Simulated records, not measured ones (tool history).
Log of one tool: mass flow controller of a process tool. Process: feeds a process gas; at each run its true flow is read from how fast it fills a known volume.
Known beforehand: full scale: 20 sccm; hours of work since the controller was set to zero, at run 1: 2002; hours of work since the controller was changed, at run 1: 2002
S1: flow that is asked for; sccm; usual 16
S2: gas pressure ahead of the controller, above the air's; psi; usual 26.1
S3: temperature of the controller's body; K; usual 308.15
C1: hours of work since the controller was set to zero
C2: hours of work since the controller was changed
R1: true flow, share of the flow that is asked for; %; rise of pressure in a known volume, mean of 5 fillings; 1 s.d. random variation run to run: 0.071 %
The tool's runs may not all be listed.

run    hour  S1    S2      S3    C1    C2      R1
  1     0.0  16  26.1  308.15  2002  2002  100.84
  2   161.4  16  26.1  308.15  2128  2128  100.92
  3   277.4  16  26.1  308.15  2219  2219  100.96
  4   361.6  16  26.1  308.15  2285  2285  101.07
  5   471.2  16  26.1  308.15  2371  2371  101.21
  6   633.5  16  26.1  308.15  2498  2498  101.25
  7   800.2  16  26.1  308.15  2628  2628  101.43
  8   970.7  16  26.1  308.15  2762  2762  101.67
  9  1127.2  16  26.1  308.15  2884  2884  101.63
 10  1279.0  16  26.1  308.15  3003  3003  101.88
 11  1376.6  16  26.1  297.15  3080  3080  101.21
 12  1510.4  16  36.8  308.15  3185  3185  101.51
 13  1689.8  16  36.8  308.15  3325  3325  101.94
 14  1806.0   6  26.1  308.15  3416  3416  102.18
 15  1949.8   6  26.1  308.15  3529  3529  102.36
 16  2073.1   6  26.1  301.15  3625  3625  101.88
 17  2154.4  16  26.1  308.15  3689  3689  102.69
 18  2317.2  16  37.1  308.15  3816  3816  102.52
     2471.0  -- gauge calibrated
 19  2479.9  16  37.1  308.15  3944  3944  100.26
 20  2570.6  16  37.1  308.15  4015  4015  100.51
 21  2725.8  15  26.1  295.15  4136  4136  100.08
 22  2849.5  15  26.1  295.15  4233  4233  100.15
 23  2937.9  16  36.4  302.15  4303  4303  100.42
 24  3065.7  16  36.4  302.15  4403  4403  100.45
 25  3153.0   2  22.3  296.15  4471  4471  100.22
 26  3264.5   2  22.3  296.15  4558  4558  100.54
 27  3383.6  10  38.3  297.15  4652  4652  100.09
 28  3466.7  10  38.3  297.15  4717  4717  100.36
 29  3540.0  10  26.1  299.15  4774  4774  100.95
 30  3646.8  10  26.1  299.15  4858  4858  101.06
 31  3730.0  13  20.5  308.15  4923  4923  101.96
 32  3868.7   7  20.5  294.15  5032  5032  101.03

Run 33 is up next; what results do you expect?
 33  4008.2   4  20.5  304.15  5141  5141   ?

R1: 101.84 %
Minus the tool's unlogged condition, the same run would have read R1 100.42 %.
